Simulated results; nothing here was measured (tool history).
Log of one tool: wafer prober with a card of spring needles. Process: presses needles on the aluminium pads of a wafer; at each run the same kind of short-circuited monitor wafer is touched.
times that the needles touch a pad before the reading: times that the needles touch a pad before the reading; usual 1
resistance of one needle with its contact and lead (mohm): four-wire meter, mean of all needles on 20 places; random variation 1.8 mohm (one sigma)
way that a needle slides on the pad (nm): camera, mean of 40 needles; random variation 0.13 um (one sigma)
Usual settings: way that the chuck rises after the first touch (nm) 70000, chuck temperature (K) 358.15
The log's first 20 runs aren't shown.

| run | day | way that the chuck rises after the first touch (nm) | chuck temperature (K) | times that the needles touch a pad before the reading | resistance of one needle with its contact and lead (mohm) | way that a needle slides on the pad (nm) |
|---|---|---|---|---|---|---|
|  | 15.108 | height of the first contact set anew |
| 21 | 15.646 | 54000 | 324.15 | 1 | 375 | 13390 |
|  | 16.250 | tips cleaned on abrasive film |
| 22 | 16.754 | 53000 | 298.15 | 1 | 360 | 13160 |
|  | 17.462 | tips cleaned on abrasive film |
| 23 | 17.796 | 53000 | 298.15 | 1 | 306 | 13180 |
|  | 18.650 | tips cleaned on abrasive film |
| 24 | 18.738 | 53000 | 298.15 | 1 | 252 | 12840 |
| 25 | 19.725 | 53000 | 298.15 | 1 | 450 | 12880 |
|  | 19.833 | tips cleaned on abrasive film |
| 26 | 20.342 | 70000 | 358.15 | 3 | 230 | 17070 |
|  | 21.000 | tips cleaned on abrasive film |
| 27 | 21.271 | 86000 | 319.15 | 3 | 198 | 20920 |
|  | 22.179 | tips cleaned on abrasive film |
| 28 | 22.188 | 86000 | 319.15 | 3 | 186 | 21320 |
| 29 | 23.062 | 86000 | 319.15 | 3 | 221 | 21010 |
|  | 23.350 | tips cleaned on abrasive film |
| 30 | 23.767 | 65000 | 381.15 | 2 | 254 | 15950 |
|  | 24.517 | tips cleaned on abrasive film |
| 31 | 24.704 | 70000 | 358.15 | 1 | 243 | 16920 |
| 32 | 25.304 | 63000 | 358.15 | 2 | 284 | 15360 |
|  | 25.717 | tips cleaned on abrasive film |
| 33 | 25.992 | 63000 | 358.15 | 2 | 250 | 15210 |

Run 34 comes next. What will it give?
| 34 | 26.567 | 71000 | 358.15 | 2 | ? | ? |

resistance of one needle with its contact and lead (mohm): 268
way that a needle slides on the pad (nm): 17310
Without the tool's hidden state the same run would have given resistance of one needle with its contact and lead (mohm) 187, way that a needle slides on the pad (nm) 17540.
